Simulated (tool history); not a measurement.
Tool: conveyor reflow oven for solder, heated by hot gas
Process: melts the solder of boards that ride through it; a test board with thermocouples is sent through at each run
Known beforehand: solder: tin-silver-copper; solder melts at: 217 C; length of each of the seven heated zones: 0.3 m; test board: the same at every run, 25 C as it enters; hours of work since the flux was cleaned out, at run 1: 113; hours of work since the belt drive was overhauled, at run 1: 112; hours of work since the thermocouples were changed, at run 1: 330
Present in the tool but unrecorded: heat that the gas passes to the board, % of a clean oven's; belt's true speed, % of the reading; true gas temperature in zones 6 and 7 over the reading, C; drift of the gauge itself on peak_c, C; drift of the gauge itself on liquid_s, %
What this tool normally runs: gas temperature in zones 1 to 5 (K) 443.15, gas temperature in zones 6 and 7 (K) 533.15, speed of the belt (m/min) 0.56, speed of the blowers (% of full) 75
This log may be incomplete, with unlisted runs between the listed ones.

run,hour,gas temperature in zones 1 to 5 (K),gas temperature in zones 6 and 7 (K),speed of the belt (m/min),speed of the blowers (% of full),hours of work since the flux was cleaned out,hours of work since the belt drive was overhauled,hours of work since the thermocouples were changed,highest temperature of the board (K),time above the solder's melting point (s)
1,0,443.15,533.15,0.56,75,113,112,330,520.85,44.1
2,12.5,443.15,542.15,0.56,75,118,118,336,528.95,49.2
3,19.2,443.15,546.15,0.56,75,121,121,339,532.15,50.9
4,32.7,443.15,533.15,0.56,75,127,127,345,520.95,44.3
5,44.6,443.15,533.15,0.56,75,133,132,350,520.85,44.7
6,53.4,443.15,533.15,0.56,75,137,136,354,520.75,44.5
7,61,443.15,533.15,0.56,75,140,139,357,520.85,44.2
8,69.8,443.15,533.15,0.56,75,144,143,361,520.75,44.6
9,81,443.15,533.15,0.56,75,149,148,366,520.85,44.4
10,91.7,443.15,533.15,0.56,75,154,153,371,520.65,44.3
11,101.8,443.15,533.15,0.56,75,158,157,375,520.45,44.3
12,115.1,443.15,533.15,0.56,75,164,163,381,520.75,44.3
13,127.2,443.15,533.15,0.56,75,170,169,387,520.65,44.4
14,138.2,443.15,533.15,0.56,75,175,174,392,520.75,44.3
15,145.3,443.15,533.15,0.56,56,178,177,395,516.45,39.6
# hour 152.2: flux residue cleaned out of gas plates and filters
16,161.5,442.15,538.15,0.56,68,4,182,400,523.25,44.9
17,174.7,456.15,542.15,0.588,68,10,188,406,527.75,49.3
# hour 182.5: flux residue cleaned out of gas plates and filters, once more
18,193.1,441.15,547.15,0.66,68,5,194,412,526.25,38.6
19,204.7,441.15,547.15,0.66,68,10,199,417,526.05,38.6
20,214.3,448.15,533.15,0.56,75,14,203,421,522.65,47.4
21,227.4,448.15,533.15,0.56,75,20,209,427,522.75,47
22,239.2,443.15,533.15,0.661,75,25,214,432,516.25,33.7
23,246.6,443.15,525.15,0.643,88,29,218,436,513.15,33.5
24,255.1,431.15,525.15,0.615,76,32,221,439,510.45,29
25,265.3,431.15,525.15,0.615,76,37,226,444,510.15,28.9
26,273,431.15,525.15,0.615,76,40,229,447,509.95,29.2
27,279,454.15,536.15,0.548,60,43,232,450,523.55,50.6
28,288,454.15,536.15,0.548,60,47,236,454,523.45,50.4
29,298.6,443.15,533.15,0.56,75,52,241,459,521.55,45.8
30,305.6,443.15,526.15,0.6,75,55,244,462,513.65,36.3

Selected run-to-run steps in highest temperature of the board (K), each split into two signed amounts: the part the tool would show with no hidden state at all (from settings, incoming material and random variation), and the remainder, which goes to the hidden state together with any gauge scatter not common to the measured and the hidden-state-free results:
Run 1 -> 2: gas temperature in zones 6 and 7 (K) 533.15 -> 542.15. highest temperature of the board (K) +8.1: hidden state +0, all else +8.1.
Run 3 -> 4: gas temperature in zones 6 and 7 (K) 546.15 -> 533.15. highest temperature of the board (K) -11.2: hidden state +0, all else -11.2.
Run 10 -> 11: no setting touched and nothing written in the log between the runs. highest temperature of the board (K) -0.2: hidden state -0.1, all else -0.1.
Run 15 -> 16: gas temperature in zones 1 to 5 (K) 443.15 -> 442.15, gas temperature in zones 6 and 7 (K) 533.15 -> 538.15, speed of the blowers (% of full) 56 -> 68, flux residue cleaned out of gas plates and filters. highest temperature of the board (K) +6.8: hidden state -0.4, all else +7.2.
Run 17 -> 18: gas temperature in zones 1 to 5 (K) 456.15 -> 441.15, gas temperature in zones 6 and 7 (K) 542.15 -> 547.15, speed of the belt (m/min) 0.588 -> 0.66, flux residue cleaned out of gas plates and filters, once more. highest temperature of the board (K) -1.5: hidden state +1.2, all else -2.7.
Run 26 -> 27: gas temperature in zones 1 to 5 (K) 431.15 -> 454.15, gas temperature in zones 6 and 7 (K) 525.15 -> 536.15, speed of the belt (m/min) 0.615 -> 0.548, speed of the blowers (% of full) 76 -> 60. highest temperature of the board (K) +13.6: hidden state +0.1, all else +13.5.

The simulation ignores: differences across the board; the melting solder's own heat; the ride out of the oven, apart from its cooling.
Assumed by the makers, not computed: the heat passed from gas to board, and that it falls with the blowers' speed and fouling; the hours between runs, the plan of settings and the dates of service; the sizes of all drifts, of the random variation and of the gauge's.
